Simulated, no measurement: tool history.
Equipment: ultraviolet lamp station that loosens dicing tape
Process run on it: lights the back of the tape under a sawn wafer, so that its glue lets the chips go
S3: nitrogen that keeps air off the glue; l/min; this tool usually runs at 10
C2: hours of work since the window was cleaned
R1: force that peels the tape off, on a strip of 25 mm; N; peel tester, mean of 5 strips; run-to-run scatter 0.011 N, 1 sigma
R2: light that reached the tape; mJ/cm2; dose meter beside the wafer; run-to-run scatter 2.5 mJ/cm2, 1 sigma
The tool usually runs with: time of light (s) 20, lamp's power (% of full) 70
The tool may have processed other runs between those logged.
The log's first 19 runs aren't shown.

{"run": 20, "day": 33.317, "time of light (s)": 20, "lamp's power (% of full)": 70, "S3": 4, "hours of work of the lamp": 449, "C2": 191, "R1": 0.864, "R2": 292}
{"run": 21, "day": 34.817, "time of light (s)": 10, "lamp's power (% of full)": 86, "S3": 10, "hours of work of the lamp": 475, "C2": 216, "R1": 1.092, "R2": 181}
{"run": 22, "day": 37.133, "time of light (s)": 38, "lamp's power (% of full)": 81, "S3": 4, "hours of work of the lamp": 514, "C2": 256, "R1": 0.229, "R2": 633}
{"run": 23, "day": 38.438, "time of light (s)": 16, "lamp's power (% of full)": 76, "S3": 10, "hours of work of the lamp": 536, "C2": 278, "R1": 0.639, "R2": 251}
{"run": 24, "day": 39.738, "time of light (s)": 16, "lamp's power (% of full)": 99, "S3": 15, "hours of work of the lamp": 559, "C2": 300, "R1": 0.326, "R2": 324}
{"run": 25, "day": 41.046, "time of light (s)": 20, "lamp's power (% of full)": 66, "S3": 4, "hours of work of the lamp": 581, "C2": 323, "R1": 0.956, "R2": 268}
{"run": 26, "day": 43.083, "time of light (s)": 37, "lamp's power (% of full)": 70, "S3": 10, "hours of work of the lamp": 616, "C2": 357, "R1": 0.206, "R2": 528}
{"run": 27, "day": 44.283, "time of light (s)": 37, "lamp's power (% of full)": 70, "S3": 10, "hours of work of the lamp": 636, "C2": 378, "R1": 0.205, "R2": 536}
{"run": 28, "day": 45.296, "time of light (s)": 37, "lamp's power (% of full)": 78, "S3": 14, "hours of work of the lamp": 653, "C2": 395, "R1": 0.195, "R2": 592}
{"run": 29, "day": 46.421, "time of light (s)": 37, "lamp's power (% of full)": 78, "S3": 14, "hours of work of the lamp": 673, "C2": 414, "R1": 0.205, "R2": 593}
{"day": 46.662, "done": "window cleaned of glue's vapour"}
{"run": 30, "day": 48.196, "time of light (s)": 20, "lamp's power (% of full)": 70, "S3": 5, "hours of work of the lamp": 703, "C2": 26, "R1": 0.764, "R2": 290}
{"run": 31, "day": 49.312, "time of light (s)": 17, "lamp's power (% of full)": 70, "S3": 5, "hours of work of the lamp": 722, "C2": 45, "R1": 1.021, "R2": 245}
{"run": 32, "day": 51.558, "time of light (s)": 17, "lamp's power (% of full)": 85, "S3": 10, "hours of work of the lamp": 760, "C2": 84, "R1": 0.464, "R2": 296}
{"run": 33, "day": 52.962, "time of light (s)": 17, "lamp's power (% of full)": 85, "S3": 10, "hours of work of the lamp": 784, "C2": 107, "R1": 0.478, "R2": 298}
{"run": 34, "day": 54.571, "time of light (s)": 24, "lamp's power (% of full)": 85, "S3": 3, "hours of work of the lamp": 811, "C2": 135, "R1": 0.548, "R2": 421}
{"run": 35, "day": 57.038, "time of light (s)": 24, "lamp's power (% of full)": 85, "S3": 3, "hours of work of the lamp": 853, "C2": 177, "R1": 0.542, "R2": 419}
{"run": 36, "day": 59.4, "time of light (s)": 12, "lamp's power (% of full)": 65, "S3": 4, "hours of work of the lamp": 894, "C2": 217, "R1": 1.843, "R2": 162}
{"run": 37, "day": 60.492, "time of light (s)": 25, "lamp's power (% of full)": 64, "S3": 3, "hours of work of the lamp": 912, "C2": 236, "R1": 0.791, "R2": 326}
{"run": 38, "day": 61.662, "time of light (s)": 34, "lamp's power (% of full)": 69, "S3": 6, "hours of work of the lamp": 932, "C2": 256, "R1": 0.285, "R2": 478}
{"run": 39, "day": 62.854, "time of light (s)": 32, "lamp's power (% of full)": 78, "S3": 15, "hours of work of the lamp": 953, "C2": 276, "R1": 0.206, "R2": 514}

Predict each of these 3 candidate next runs independently; none follows another, all start after run 39:
{"run": "A", "day": 64.662, "time of light (s)": 31, "lamp's power (% of full)": 70, "S3": 10, "hours of work of the lamp": 983, "C2": 307, "R1": "?", "R2": "?"}
{"run": "B", "day": 64.662, "time of light (s)": 20, "lamp's power (% of full)": 96, "S3": 5, "hours of work of the lamp": 983, "C2": 307, "R1": "?", "R2": "?"}
{"run": "C", "day": 64.662, "time of light (s)": 20, "lamp's power (% of full)": 72, "S3": 10, "hours of work of the lamp": 983, "C2": 307, "R1": "?", "R2": "?"}

run=A R1=0.255 R2=449
run=B R1=0.430 R2=393
run=C R1=0.484 R2=298
Without the tool's hidden state the same runs would have given:
run=A R1=0.254 R2=450
run=B R1=0.428 R2=394
run=C R1=0.482 R2=299

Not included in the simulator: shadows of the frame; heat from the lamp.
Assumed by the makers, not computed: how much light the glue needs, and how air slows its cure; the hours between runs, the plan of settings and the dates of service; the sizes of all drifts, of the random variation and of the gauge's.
